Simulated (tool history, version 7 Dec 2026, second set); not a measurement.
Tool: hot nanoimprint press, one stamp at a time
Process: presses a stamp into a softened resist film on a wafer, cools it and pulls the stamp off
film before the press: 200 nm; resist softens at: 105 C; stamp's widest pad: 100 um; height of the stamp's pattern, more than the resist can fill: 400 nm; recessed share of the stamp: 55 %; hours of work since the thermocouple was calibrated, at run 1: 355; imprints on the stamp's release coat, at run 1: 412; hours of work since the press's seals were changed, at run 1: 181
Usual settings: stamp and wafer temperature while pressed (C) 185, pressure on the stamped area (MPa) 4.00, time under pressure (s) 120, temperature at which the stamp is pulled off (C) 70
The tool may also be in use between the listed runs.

run,day,stamp and wafer temperature while pressed (C),pressure on the stamped area (MPa),time under pressure (s),temperature at which the stamp is pulled off (C),hours of work since the thermocouple was calibrated,imprints on the stamp's release coat,hours of work since the press's seals were changed,resist left under the stamp's widest pad (Å),greatest force while the stamp is pulled off (N)
1,0.000,185,4.00,120,70,355,412,181,664,245
2,1.904,185,4.00,120,76,378,484,204,666,239
3,3.892,185,4.00,120,63,403,559,228,661,262
# day 4.800: stamp cleaned and given a new release coat
# day 5.067: plate thermocouple calibrated
4,6.279,185,4.00,120,63,15,50,253,615,240
5,9.383,185,4.00,120,63,53,167,291,605,237
6,12.188,185,4.00,120,63,87,273,325,610,249
7,14.233,185,4.00,120,63,112,350,350,590,255
# day 14.621: plate thermocouple calibrated, once more
8,17.154,185,4.00,120,63,31,455,384,734,259
9,19.625,185,4.00,120,63,61,548,414,712,265
# day 21.046: stamp cleaned and given a new release coat
10,21.179,185,5.44,120,70,77,5,430,626,227
11,23.008,185,5.44,120,70,99,74,452,626,243
12,26.242,185,4.00,61,70,139,195,492,945,240
13,29.192,176,4.00,120,70,175,306,528,1084,242
14,31.296,176,4.00,120,70,200,385,553,1087,249
15,33.271,185,5.48,120,70,224,460,577,592,247
16,34.954,185,5.48,120,70,245,523,598,595,248
# day 36.900: stamp cleaned and given a new release coat
17,37.350,185,5.48,120,70,271,17,624,597,231
18,39.279,187,5.48,120,65,295,89,648,544,239
19,40.946,175,5.82,146,72,315,152,668,862,235
20,43.338,175,5.82,146,72,344,242,697,889,226
21,45.392,175,5.82,146,72,369,319,722,881,237
22,47.325,195,4.00,120,70,393,392,746,409,244
23,48.775,195,4.00,120,70,410,446,763,408,250
# day 49.183: plate thermocouple calibrated
24,50.546,191,4.00,217,70,17,508,783,419,247
25,52.225,178,3.81,119,76,37,572,804,1034,248
# day 52.971: stamp cleaned and given a new release coat
26,53.917,189,3.23,63,78,55,36,821,853,218
27,56.388,189,3.23,63,78,85,129,852,865,226
28,59.350,189,3.23,63,78,121,240,888,849,228
29,61.929,193,4.00,168,70,152,337,919,428,243
30,64.188,193,4.00,168,70,180,422,947,409,249
31,66.775,185,4.00,156,60,211,519,978,628,273

Hidden state or all else? Some run-to-run changes of resist left under the stamp's widest pad (Å), split into what the settings, what came in and random variation would give without the hidden state, and what is left for the hidden state (with any gauge scatter that isn't in both results):
The hidden state here: true temperature over the reading, C; pressure that arrives at the usual setting, %; grip of the stamp's worn release coat, % over a new coat's; drift of the gauge itself on residual_nm, %; drift of the gauge itself on pull_off_n, %.
Run 7 -> 8: plate thermocouple calibrated, once more. resist left under the stamp's widest pad (Å) +144: hidden state +125, all else +19.
Run 14 -> 15: stamp and wafer temperature while pressed (C) 176 -> 185, pressure on the stamped area (MPa) 4.00 -> 5.48. resist left under the stamp's widest pad (Å) -495: hidden state +15, all else -510.
Run 21 -> 22: stamp and wafer temperature while pressed (C) 175 -> 195, pressure on the stamped area (MPa) 5.82 -> 4.00, time under pressure (s) 146 -> 120, temperature at which the stamp is pulled off (C) 72 -> 70. resist left under the stamp's widest pad (Å) -472: hidden state +38, all else -510.
Run 23 -> 24: stamp and wafer temperature while pressed (C) 195 -> 191, time under pressure (s) 120 -> 217, plate thermocouple calibrated. resist left under the stamp's widest pad (Å) +11: hidden state +41, all else -30.
Run 24 -> 25: stamp and wafer temperature while pressed (C) 191 -> 178, pressure on the stamped area (MPa) 4.00 -> 3.81, time under pressure (s) 217 -> 119, temperature at which the stamp is pulled off (C) 70 -> 76. resist left under the stamp's widest pad (Å) +615: hidden state -2, all else +617.
